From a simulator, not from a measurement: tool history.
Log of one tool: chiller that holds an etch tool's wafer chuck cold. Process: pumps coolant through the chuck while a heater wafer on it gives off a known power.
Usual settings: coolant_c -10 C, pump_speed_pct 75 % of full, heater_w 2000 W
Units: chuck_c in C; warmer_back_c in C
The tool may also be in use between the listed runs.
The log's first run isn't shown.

{"run": 2, "hour": 29.7, "coolant_c": -10, "pump_speed_pct": 75, "heater_w": 2000, "chuck_c": 7.3, "warmer_back_c": 9.95}
{"run": 3, "hour": 60.0, "coolant_c": -10, "pump_speed_pct": 75, "heater_w": 2000, "chuck_c": 7.4, "warmer_back_c": 9.91}
{"run": 4, "hour": 93.7, "coolant_c": -10, "pump_speed_pct": 75, "heater_w": 2000, "chuck_c": 7.2, "warmer_back_c": 9.86}
{"run": 5, "hour": 139.2, "coolant_c": -10, "pump_speed_pct": 79, "heater_w": 2000, "chuck_c": 6.8, "warmer_back_c": 9.47}
{"run": 6, "hour": 163.0, "coolant_c": -10, "pump_speed_pct": 79, "heater_w": 2000, "chuck_c": 6.8, "warmer_back_c": 9.51}
{"run": 7, "hour": 200.2, "coolant_c": -10, "pump_speed_pct": 79, "heater_w": 2000, "chuck_c": 6.7, "warmer_back_c": 9.52}
{"run": 8, "hour": 224.4, "coolant_c": -10, "pump_speed_pct": 79, "heater_w": 2000, "chuck_c": 6.9, "warmer_back_c": 9.49}
{"run": 9, "hour": 265.8, "coolant_c": -10, "pump_speed_pct": 70, "heater_w": 2000, "chuck_c": 8.4, "warmer_back_c": 10.65}
{"run": 10, "hour": 299.8, "coolant_c": -10, "pump_speed_pct": 70, "heater_w": 2000, "chuck_c": 8.6, "warmer_back_c": 10.64}
{"run": 11, "hour": 323.2, "coolant_c": -10, "pump_speed_pct": 71, "heater_w": 2000, "chuck_c": 8.1, "warmer_back_c": 10.59}
{"run": 12, "hour": 363.3, "coolant_c": -10, "pump_speed_pct": 71, "heater_w": 2000, "chuck_c": 7.9, "warmer_back_c": 10.63}
{"run": 13, "hour": 398.6, "coolant_c": -10, "pump_speed_pct": 71, "heater_w": 2000, "chuck_c": 8.3, "warmer_back_c": 10.47}
{"run": 14, "hour": 434.2, "coolant_c": -10, "pump_speed_pct": 71, "heater_w": 2000, "chuck_c": 8.2, "warmer_back_c": 10.62}
{"run": 15, "hour": 455.6, "coolant_c": -13, "pump_speed_pct": 75, "heater_w": 2000, "chuck_c": 4.7, "warmer_back_c": 9.91}
{"run": 16, "hour": 498.5, "coolant_c": -10, "pump_speed_pct": 75, "heater_w": 1550, "chuck_c": 3.5, "warmer_back_c": 7.75}
{"run": 17, "hour": 541.8, "coolant_c": -10, "pump_speed_pct": 64, "heater_w": 1424, "chuck_c": 4.2, "warmer_back_c": 8.28}
{"run": 18, "hour": 577.1, "coolant_c": -18, "pump_speed_pct": 75, "heater_w": 1875, "chuck_c": -1.4, "warmer_back_c": 9.43}
{"hour": 582.2, "done": "chiller's thermometer calibrated"}
{"run": 19, "hour": 611.4, "coolant_c": -18, "pump_speed_pct": 75, "heater_w": 1875, "chuck_c": -1.2, "warmer_back_c": 9.38}
{"run": 20, "hour": 652.4, "coolant_c": -10, "pump_speed_pct": 80, "heater_w": 1271, "chuck_c": 1.1, "warmer_back_c": 5.98}

Forecast run 21:
{"run": 21, "hour": 694.2, "coolant_c": -10, "pump_speed_pct": 80, "heater_w": 1271, "chuck_c": "?", "warmer_back_c": "?"}

{"run 21": {"chuck_c": 0.9, "warmer_back_c": 6.01}}
Without the tool's hidden state the same run would have given chuck_c -0.4 C, warmer_back_c 5.88 C.
